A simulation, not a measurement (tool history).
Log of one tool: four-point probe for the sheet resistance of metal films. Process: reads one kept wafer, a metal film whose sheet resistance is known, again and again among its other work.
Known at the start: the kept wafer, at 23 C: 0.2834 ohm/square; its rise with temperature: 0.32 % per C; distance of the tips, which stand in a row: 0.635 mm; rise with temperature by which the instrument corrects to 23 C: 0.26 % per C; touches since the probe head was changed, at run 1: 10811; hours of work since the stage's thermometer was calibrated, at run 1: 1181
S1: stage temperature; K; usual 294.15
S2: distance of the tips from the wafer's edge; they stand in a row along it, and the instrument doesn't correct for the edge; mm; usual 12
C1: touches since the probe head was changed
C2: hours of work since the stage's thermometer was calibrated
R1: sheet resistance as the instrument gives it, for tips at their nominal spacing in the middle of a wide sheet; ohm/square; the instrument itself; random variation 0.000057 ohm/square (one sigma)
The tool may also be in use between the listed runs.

run 1 hour=0 | S1=294.15 S2=12 | C1=10811 C2=1181 | R1=0.282519
run 2 hour=47.9 | S1=294.15 S2=12 | C1=13527 C2=1217 | R1=0.282552
run 3 hour=87.4 | S1=302.15 S2=12 | C1=15771 C2=1247 | R1=0.28403
run 4 hour=142 | S1=294.15 S2=7 | C1=18870 C2=1288 | R1=0.28324
run 5 hour=197.8 | S1=294.15 S2=7 | C1=22036 C2=1330 | R1=0.283228
run 6 hour=240.4 | S1=294.15 S2=7 | C1=24452 C2=1363 | R1=0.28322
run 7 hour=274.7 | S1=294.15 S2=7 | C1=26398 C2=1389 | R1=0.283075
run 8 hour=338.4 | S1=294.15 S2=7 | C1=30013 C2=1437 | R1=0.283037
run 9 hour=389.2 | S1=294.15 S2=7 | C1=32899 C2=1475 | R1=0.283068
run 10 hour=445 | S1=294.15 S2=12 | C1=36064 C2=1517 | R1=0.282159
run 11 hour=505.8 | S1=294.15 S2=12 | C1=39511 C2=1563 | R1=0.282224
run 12 hour=533.3 | S1=294.15 S2=12 | C1=41073 C2=1584 | R1=0.282109
-- hour=542.7 stage's thermometer calibrated
run 13 hour=573.4 | S1=294.15 S2=12 | C1=43320 C2=23 | R1=0.282625
run 14 hour=607.8 | S1=294.15 S2=12 | C1=45273 C2=49 | R1=0.282566
run 15 hour=645.4 | S1=294.15 S2=12 | C1=47407 C2=78 | R1=0.282498
run 16 hour=680.5 | S1=294.15 S2=12 | C1=49396 C2=104 | R1=0.282514
run 17 hour=729.6 | S1=294.15 S2=12 | C1=52183 C2=141 | R1=0.282534
run 18 hour=766.4 | S1=294.15 S2=12 | C1=54275 C2=169 | R1=0.282546
run 19 hour=825.1 | S1=294.15 S2=12 | C1=57601 C2=214 | R1=0.282416
run 20 hour=868.3 | S1=294.15 S2=12 | C1=60057 C2=246 | R1=0.282391
run 21 hour=936.3 | S1=299.15 S2=12 | C1=63916 C2=298 | R1=0.283179
run 22 hour=985.6 | S1=294.15 S2=12 | C1=66711 C2=335 | R1=0.282319
run 23 hour=1013.6 | S1=296.15 S2=7 | C1=68302 C2=356 | R1=0.283383
run 24 hour=1047.9 | S1=291.15 S2=14 | C1=70247 C2=382 | R1=0.281509
run 25 hour=1091.3 | S1=291.15 S2=14 | C1=72712 C2=415 | R1=0.281488
run 26 hour=1160.1 | S1=291.15 S2=14 | C1=76612 C2=467 | R1=0.281442
run 27 hour=1198.4 | S1=291.15 S2=14 | C1=78786 C2=496 | R1=0.281327
run 28 hour=1243.4 | S1=292.15 S2=4 | C1=81343 C2=530 | R1=0.284998
run 29 hour=1278.8 | S1=296.15 S2=72 | C1=83350 C2=557 | R1=0.281892
run 30 hour=1344.6 | S1=301.15 S2=28 | C1=87082 C2=606 | R1=0.282789
run 31 hour=1390.7 | S1=301.15 S2=28 | C1=89697 C2=641 | R1=0.282733
run 32 hour=1440.2 | S1=301.15 S2=28 | C1=92506 C2=679 | R1=0.282679
run 33 hour=1489.5 | S1=301.15 S2=28 | C1=95308 C2=716 | R1=0.282683
run 34 hour=1517.7 | S1=306.15 S2=28 | C1=96906 C2=737 | R1=0.283612
run 35 hour=1559.8 | S1=306.15 S2=6 | C1=99296 C2=769 | R1=0.285209
run 36 hour=1604.6 | S1=300.15 S2=17 | C1=101835 C2=803 | R1=0.282446
run 37 hour=1647.9 | S1=301.15 S2=7 | C1=104295 C2=836 | R1=0.283821
run 38 hour=1676.7 | S1=296.15 S2=12 | C1=105932 C2=858 | R1=0.281987
run 39 hour=1723.6 | S1=300.15 S2=20 | C1=108591 C2=893 | R1=0.282456
run 40 hour=1782.8 | S1=300.15 S2=20 | C1=111949 C2=938 | R1=0.2825
run 41 hour=1822.4 | S1=305.15 S2=10 | C1=114195 C2=968 | R1=0.283721
run 42 hour=1869.4 | S1=302.15 S2=49 | C1=116864 C2=1003 | R1=0.282614
run 43 hour=1909.4 | S1=298.15 S2=28 | C1=119135 C2=1034 | R1=0.281771
run 44 hour=1968.1 | S1=303.15 S2=61 | C1=122467 C2=1078 | R1=0.282668

Forecast each of these 5 alternatives for the next run:
run A hour=2033.2 | S1=303.15 S2=9 | C1=126156 C2=1127 | R1=?
run B hour=2033.2 | S1=303.15 S2=5 | C1=126156 C2=1127 | R1=?
run C hour=2033.2 | S1=292.15 S2=12 | C1=126156 C2=1127 | R1=?
run D hour=2033.2 | S1=303.15 S2=12 | C1=126156 C2=1127 | R1=?
run E hour=2033.2 | S1=294.15 S2=14 | C1=126156 C2=1127 | R1=?

run=A R1=0.283317
run=B R1=0.285082
run=C R1=0.28085
run=D R1=0.282988
run=E R1=0.281211
Without the tool's hidden state the same runs would have given:
run=A R1=0.285454
run=B R1=0.287231
run=C R1=0.282982
run=D R1=0.285122
run=E R1=0.283343

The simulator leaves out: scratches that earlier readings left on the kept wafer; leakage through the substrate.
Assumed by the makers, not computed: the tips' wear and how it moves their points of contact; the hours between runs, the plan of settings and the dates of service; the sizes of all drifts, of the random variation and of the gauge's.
